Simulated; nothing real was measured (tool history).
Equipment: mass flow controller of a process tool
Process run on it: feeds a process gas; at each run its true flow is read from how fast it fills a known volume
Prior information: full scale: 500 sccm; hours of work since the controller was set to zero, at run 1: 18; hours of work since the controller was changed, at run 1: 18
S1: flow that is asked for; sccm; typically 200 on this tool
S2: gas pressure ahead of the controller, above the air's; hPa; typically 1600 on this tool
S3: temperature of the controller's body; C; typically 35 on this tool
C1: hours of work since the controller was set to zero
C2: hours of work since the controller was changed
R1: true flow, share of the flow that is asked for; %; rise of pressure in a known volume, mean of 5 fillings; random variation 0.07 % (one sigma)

{"run": 1, "day": 0.0, "S1": 200, "S2": 1600, "S3": 35, "C1": 18, "C2": 18, "R1": 99.3}
{"run": 2, "day": 2.575, "S1": 200, "S2": 1600, "S3": 35, "C1": 40, "C2": 40, "R1": 99.32}
{"run": 3, "day": 4.938, "S1": 200, "S2": 1600, "S3": 35, "C1": 60, "C2": 60, "R1": 99.07}
{"run": 4, "day": 8.642, "S1": 200, "S2": 1600, "S3": 35, "C1": 91, "C2": 91, "R1": 99.02}
{"run": 5, "day": 12.167, "S1": 200, "S2": 1600, "S3": 35, "C1": 121, "C2": 121, "R1": 98.92}
{"run": 6, "day": 15.092, "S1": 200, "S2": 1600, "S3": 35, "C1": 146, "C2": 146, "R1": 98.85}
{"run": 7, "day": 17.708, "S1": 200, "S2": 1600, "S3": 37, "C1": 168, "C2": 168, "R1": 98.61}
{"run": 8, "day": 20.346, "S1": 200, "S2": 1600, "S3": 35, "C1": 191, "C2": 191, "R1": 98.71}
{"run": 9, "day": 24.121, "S1": 191, "S2": 1600, "S3": 35, "C1": 223, "C2": 223, "R1": 98.59}
{"run": 10, "day": 27.262, "S1": 191, "S2": 1600, "S3": 35, "C1": 250, "C2": 250, "R1": 98.4}
{"run": 11, "day": 30.788, "S1": 296, "S2": 1500, "S3": 22, "C1": 280, "C2": 280, "R1": 99.34}
{"run": 12, "day": 35.0, "S1": 200, "S2": 2660, "S3": 35, "C1": 315, "C2": 315, "R1": 97.79}
{"run": 13, "day": 40.096, "S1": 200, "S2": 2660, "S3": 35, "C1": 359, "C2": 359, "R1": 97.59}
{"run": 14, "day": 44.312, "S1": 110, "S2": 1600, "S3": 35, "C1": 394, "C2": 394, "R1": 97.92}
{"run": 15, "day": 47.871, "S1": 110, "S2": 1600, "S3": 35, "C1": 425, "C2": 425, "R1": 97.97}
{"run": 16, "day": 52.875, "S1": 115, "S2": 1830, "S3": 20, "C1": 467, "C2": 467, "R1": 98.4}
{"run": 17, "day": 55.254, "S1": 228, "S2": 2780, "S3": 39, "C1": 487, "C2": 487, "R1": 96.98}
{"run": 18, "day": 59.529, "S1": 228, "S2": 2780, "S3": 39, "C1": 524, "C2": 524, "R1": 96.77}
{"day": 63.983, "done": "gauge calibrated"}
{"run": 19, "day": 64.292, "S1": 228, "S2": 2780, "S3": 39, "C1": 564, "C2": 564, "R1": 98.66}
{"run": 20, "day": 67.517, "S1": 228, "S2": 1580, "S3": 22, "C1": 592, "C2": 592, "R1": 99.83}

Predict each of these 5 candidate next runs independently; none follows another, all start after run 20:
{"run": "A", "day": 72.592, "S1": 200, "S2": 1770, "S3": 35, "C1": 635, "C2": 635, "R1": "?"}
{"run": "B", "day": 72.592, "S1": 156, "S2": 1500, "S3": 33, "C1": 635, "C2": 635, "R1": "?"}
{"run": "C", "day": 72.592, "S1": 228, "S2": 2750, "S3": 22, "C1": 635, "C2": 635, "R1": "?"}
{"run": "D", "day": 72.592, "S1": 321, "S2": 1600, "S3": 29, "C1": 635, "C2": 635, "R1": "?"}
{"run": "E", "day": 72.592, "S1": 200, "S2": 2770, "S3": 39, "C1": 635, "C2": 635, "R1": "?"}

run=A R1=98.92
run=B R1=99.26
run=C R1=99.23
run=D R1=99.37
run=E R1=98.25
Without the tool's hidden state the same runs would have given:
run=A R1=99.15
run=B R1=99.50
run=C R1=99.47
run=D R1=99.61
run=E R1=98.49
